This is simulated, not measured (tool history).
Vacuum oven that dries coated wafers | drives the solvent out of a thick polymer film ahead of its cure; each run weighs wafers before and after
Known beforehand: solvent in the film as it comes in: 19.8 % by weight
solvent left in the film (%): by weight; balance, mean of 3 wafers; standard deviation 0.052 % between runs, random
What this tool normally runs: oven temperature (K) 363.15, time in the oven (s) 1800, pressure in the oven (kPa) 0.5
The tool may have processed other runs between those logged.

run 1 hour=0 | oven_temperature_(K)=363.15 time_in_the_oven_(s)=1800 pressure_in_the_oven_(kPa)=0.5 | solvent_left_in_the_film_(%)=1.29
run 2 hour=26.7 | oven_temperature_(K)=363.15 time_in_the_oven_(s)=1800 pressure_in_the_oven_(kPa)=0.5 | solvent_left_in_the_film_(%)=1.28
run 3 hour=44.9 | oven_temperature_(K)=363.15 time_in_the_oven_(s)=1800 pressure_in_the_oven_(kPa)=0.5 | solvent_left_in_the_film_(%)=1.23
run 4 hour=68.4 | oven_temperature_(K)=363.15 time_in_the_oven_(s)=1800 pressure_in_the_oven_(kPa)=0.5 | solvent_left_in_the_film_(%)=1.26
run 5 hour=85.9 | oven_temperature_(K)=363.15 time_in_the_oven_(s)=1800 pressure_in_the_oven_(kPa)=0.5 | solvent_left_in_the_film_(%)=1.24
run 6 hour=115 | oven_temperature_(K)=363.15 time_in_the_oven_(s)=1800 pressure_in_the_oven_(kPa)=0.5 | solvent_left_in_the_film_(%)=1.2
run 7 hour=139.6 | oven_temperature_(K)=363.15 time_in_the_oven_(s)=1800 pressure_in_the_oven_(kPa)=0.5 | solvent_left_in_the_film_(%)=1.26
run 8 hour=154.5 | oven_temperature_(K)=363.15 time_in_the_oven_(s)=1260 pressure_in_the_oven_(kPa)=0.5 | solvent_left_in_the_film_(%)=2.6
run 9 hour=178.2 | oven_temperature_(K)=363.15 time_in_the_oven_(s)=1260 pressure_in_the_oven_(kPa)=0.5 | solvent_left_in_the_film_(%)=2.58
run 10 hour=199.3 | oven_temperature_(K)=363.15 time_in_the_oven_(s)=1260 pressure_in_the_oven_(kPa)=0.5 | solvent_left_in_the_film_(%)=2.56
run 11 hour=227.6 | oven_temperature_(K)=365.15 time_in_the_oven_(s)=1260 pressure_in_the_oven_(kPa)=0.65 | solvent_left_in_the_film_(%)=2.24
run 12 hour=242.1 | oven_temperature_(K)=363.15 time_in_the_oven_(s)=1440 pressure_in_the_oven_(kPa)=0.5 | solvent_left_in_the_film_(%)=2.09
run 13 hour=270 | oven_temperature_(K)=366.15 time_in_the_oven_(s)=1560 pressure_in_the_oven_(kPa)=0.332 | solvent_left_in_the_film_(%)=1.16
run 14 hour=290.9 | oven_temperature_(K)=366.15 time_in_the_oven_(s)=1560 pressure_in_the_oven_(kPa)=0.332 | solvent_left_in_the_film_(%)=1.14
run 15 hour=315.7 | oven_temperature_(K)=360.15 time_in_the_oven_(s)=1560 pressure_in_the_oven_(kPa)=0.281 | solvent_left_in_the_film_(%)=2.25

Run 16 has not been measured yet. What should we expect?
run 16 hour=337.9 | oven_temperature_(K)=377.15 time_in_the_oven_(s)=1380 pressure_in_the_oven_(kPa)=1.564 | solvent_left_in_the_film_(%)=?

{"run 16": {"solvent left in the film (%)": 0.82}}
Without the tool's hidden state the same run would have given solvent left in the film (%) 0.79.

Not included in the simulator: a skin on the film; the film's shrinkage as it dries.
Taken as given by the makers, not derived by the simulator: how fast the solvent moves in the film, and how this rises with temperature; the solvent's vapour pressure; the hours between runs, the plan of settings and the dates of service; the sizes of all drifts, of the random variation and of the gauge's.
